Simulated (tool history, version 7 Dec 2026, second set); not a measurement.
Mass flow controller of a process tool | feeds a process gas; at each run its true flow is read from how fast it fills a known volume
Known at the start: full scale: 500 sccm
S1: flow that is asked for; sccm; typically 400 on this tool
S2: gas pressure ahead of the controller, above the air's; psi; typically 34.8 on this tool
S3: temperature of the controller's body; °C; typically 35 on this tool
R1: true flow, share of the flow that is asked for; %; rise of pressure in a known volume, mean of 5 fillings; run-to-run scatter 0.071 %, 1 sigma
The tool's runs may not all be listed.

Run 1, hour 0: usual settings. Result: R1 100.41 %.
Run 2, hour 373.6: usual settings. Result: R1 100.37 %.
Run 3, hour 743.5: usual settings. Result: R1 100.42 %.
Run 4, hour 973.5: usual settings but S1 84 sccm. Result: R1 100.25 %.
Run 5, hour 1134.7: usual settings but S1 84 sccm, S3 32 °C. Result: R1 100.15 %.
Run 6, hour 1458: usual settings but S1 68 sccm, S3 32 °C. Result: R1 100.38 %.
Run 7, hour 1844.7: usual settings but S1 68 sccm, S3 32 °C. Result: R1 100.66 %.
Run 8, hour 2186: usual settings but S1 68 sccm, S3 25 °C. Result: R1 100.38 %.
Run 9, hour 2521.8: usual settings but S1 51 sccm, S3 20 °C. Result: R1 100.73 %.
Run 10, hour 2729.9: usual settings but S1 156 sccm, S2 23.2 psi, S3 37 °C. Result: R1 100.03 %.
Run 11, hour 2940.4: usual settings but S1 348 sccm, S2 21.6 psi. Result: R1 100.07 %.
Run 12, hour 3132.9: usual settings but S1 82 sccm, S2 21.6 psi, S3 33 °C. Result: R1 100.38 %.
Run 13, hour 3316.5: usual settings but S1 349 sccm. Result: R1 100.42 %.
Run 14, hour 3675: usual settings but S1 349 sccm. Result: R1 100.41 %.

Here are 5 independent what-if runs from the current tool condition. What would each one return?
Run A, hour 3907: usual settings but S1 349 sccm, S2 28.7 psi, S3 27 °C. Result: R1 ?.
Run B, hour 3907: usual settings but S1 349 sccm, S2 37.1 psi, S3 24 °C. Result: R1 ?.
Run C, hour 3907: usual settings but S1 68 sccm, S2 30.2 psi. Result: R1 ?.
Run D, hour 3907: usual settings but S1 349 sccm, S2 29.9 psi, S3 22 °C. Result: R1 ?.
Run E, hour 3907: usual settings but S1 103 sccm, S2 38.9 psi, S3 24 °C. Result: R1 ?.

run      R1
  A   99.73
  B     100
  C  101.31
  D   99.73
  E   100.4
Take away the tool's hidden state, keep each run's random variation, and the runs would have read:
run     R1
  A  99.65
  B  99.92
  C  99.49
  D  99.65
  E  99.31
